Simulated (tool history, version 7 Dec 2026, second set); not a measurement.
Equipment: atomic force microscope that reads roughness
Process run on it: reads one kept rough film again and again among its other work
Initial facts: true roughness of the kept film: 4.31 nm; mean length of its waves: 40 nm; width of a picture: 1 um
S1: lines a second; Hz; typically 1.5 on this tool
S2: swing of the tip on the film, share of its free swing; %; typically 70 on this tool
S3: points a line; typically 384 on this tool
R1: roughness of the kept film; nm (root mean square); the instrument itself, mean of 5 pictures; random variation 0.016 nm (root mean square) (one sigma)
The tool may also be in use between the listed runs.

{"run": 1, "hour": 0.0, "S1": 1.5, "S2": 70, "S3": 384, "R1": 3.885}
{"run": 2, "hour": 19.1, "S1": 1.5, "S2": 70, "S3": 384, "R1": 3.867}
{"hour": 36.8, "done": "new tip fitted"}
{"run": 3, "hour": 42.1, "S1": 1.5, "S2": 85, "S3": 384, "R1": 3.714}
{"run": 4, "hour": 70.6, "S1": 1.5, "S2": 70, "S3": 384, "R1": 3.881}
{"run": 5, "hour": 92.0, "S1": 1.5, "S2": 70, "S3": 384, "R1": 3.888}
{"run": 6, "hour": 134.8, "S1": 1.5, "S2": 70, "S3": 309, "R1": 3.899}
{"run": 7, "hour": 168.9, "S1": 1.5, "S2": 70, "S3": 563, "R1": 3.917}
{"run": 8, "hour": 199.7, "S1": 1.5, "S2": 81, "S3": 384, "R1": 3.737}
{"hour": 227.9, "done": "new tip fitted"}
{"run": 9, "hour": 227.9, "S1": 1.5, "S2": 59, "S3": 384, "R1": 3.99}
{"run": 10, "hour": 247.9, "S1": 1.5, "S2": 82, "S3": 384, "R1": 3.76}
{"run": 11, "hour": 277.4, "S1": 1.5, "S2": 82, "S3": 384, "R1": 3.738}
{"run": 12, "hour": 316.1, "S1": 1.5, "S2": 82, "S3": 384, "R1": 3.771}
{"run": 13, "hour": 350.1, "S1": 1.38, "S2": 70, "S3": 384, "R1": 3.91}
{"run": 14, "hour": 385.4, "S1": 2.67, "S2": 70, "S3": 384, "R1": 3.754}
{"run": 15, "hour": 416.4, "S1": 1.5, "S2": 72, "S3": 384, "R1": 3.862}
{"hour": 420.9, "done": "new tip fitted"}
{"run": 16, "hour": 447.0, "S1": 1.5, "S2": 72, "S3": 384, "R1": 3.898}
{"run": 17, "hour": 479.5, "S1": 1.5, "S2": 70, "S3": 384, "R1": 3.902}
{"run": 18, "hour": 517.7, "S1": 1.5, "S2": 70, "S3": 384, "R1": 3.89}
{"run": 19, "hour": 558.5, "S1": 1.5, "S2": 70, "S3": 384, "R1": 3.889}
{"run": 20, "hour": 576.3, "S1": 0.69, "S2": 70, "S3": 384, "R1": 3.98}
{"run": 21, "hour": 603.6, "S1": 0.69, "S2": 70, "S3": 384, "R1": 3.978}
{"hour": 614.3, "done": "new tip fitted"}
{"run": 22, "hour": 642.5, "S1": 0.69, "S2": 82, "S3": 384, "R1": 3.912}
{"hour": 656.1, "done": "height scale calibrated on a step standard"}
{"run": 23, "hour": 670.7, "S1": 1.5, "S2": 57, "S3": 319, "R1": 4.005}
{"run": 24, "hour": 713.9, "S1": 1.5, "S2": 58, "S3": 319, "R1": 3.981}
{"run": 25, "hour": 753.5, "S1": 1.5, "S2": 58, "S3": 319, "R1": 3.968}
{"run": 26, "hour": 787.3, "S1": 1.6, "S2": 85, "S3": 269, "R1": 3.647}
{"run": 27, "hour": 804.7, "S1": 1.34, "S2": 70, "S3": 384, "R1": 3.909}
{"hour": 808.1, "done": "new tip fitted"}
{"run": 28, "hour": 833.0, "S1": 1.34, "S2": 70, "S3": 384, "R1": 3.904}
{"run": 29, "hour": 852.4, "S1": 1.34, "S2": 70, "S3": 384, "R1": 3.899}
{"run": 30, "hour": 895.1, "S1": 1.34, "S2": 70, "S3": 384, "R1": 3.902}
{"run": 31, "hour": 913.7, "S1": 0.75, "S2": 59, "S3": 719, "R1": 4.019}
{"run": 32, "hour": 932.8, "S1": 0.75, "S2": 59, "S3": 719, "R1": 3.992}
{"run": 33, "hour": 965.5, "S1": 1.78, "S2": 70, "S3": 298, "R1": 3.848}
{"run": 34, "hour": 985.7, "S1": 0.58, "S2": 65, "S3": 298, "R1": 3.988}
{"hour": 999.4, "done": "new tip fitted"}
{"run": 35, "hour": 1024.5, "S1": 0.7, "S2": 90, "S3": 614, "R1": 3.866}
{"run": 36, "hour": 1058.6, "S1": 0.7, "S2": 90, "S3": 614, "R1": 3.864}
{"run": 37, "hour": 1098.5, "S1": 0.63, "S2": 73, "S3": 338, "R1": 3.987}
{"run": 38, "hour": 1135.4, "S1": 0.76, "S2": 78, "S3": 265, "R1": 3.924}
{"run": 39, "hour": 1170.5, "S1": 0.76, "S2": 78, "S3": 265, "R1": 3.888}
{"hour": 1192.6, "done": "new tip fitted"}
{"run": 40, "hour": 1194.1, "S1": 0.72, "S2": 70, "S3": 775, "R1": 4.002}
{"run": 41, "hour": 1227.9, "S1": 0.72, "S2": 70, "S3": 775, "R1": 3.988}
{"run": 42, "hour": 1268.1, "S1": 1.88, "S2": 70, "S3": 533, "R1": 3.85}
{"run": 43, "hour": 1309.8, "S1": 1.88, "S2": 70, "S3": 533, "R1": 3.854}
{"run": 44, "hour": 1341.4, "S1": 1.5, "S2": 57, "S3": 384, "R1": 3.991}

Some steps in R1 between neighbouring runs. How much of each would the tool show without its hidden state too (settings, what came in, random variation), and how much is left for the hidden state, with any gauge scatter that isn't in both results?
The hidden state here: radius of the tip, nm; height scale over the true one, %; drift of the gauge itself on roughness_nm, %.
Run 2 -> 3: S2 70 -> 85, new tip fitted. R1 -0.153 nm (root mean square): hidden state +0.018, all else -0.171.
Run 8 -> 9: S2 81 -> 59, new tip fitted. R1 +0.253 nm (root mean square): hidden state +0.014, all else +0.239.
Run 21 -> 22: S2 70 -> 82, new tip fitted. R1 -0.066 nm (root mean square): hidden state +0.015, all else -0.081.
Run 25 -> 26: S1 1.5 -> 1.6, S2 58 -> 85, S3 319 -> 269. R1 -0.321 nm (root mean square): hidden state -0.001, all else -0.32.
Run 26 -> 27: S1 1.6 -> 1.34, S2 85 -> 70, S3 269 -> 384. R1 +0.262 nm (root mean square): hidden state -0.003, all else +0.265.
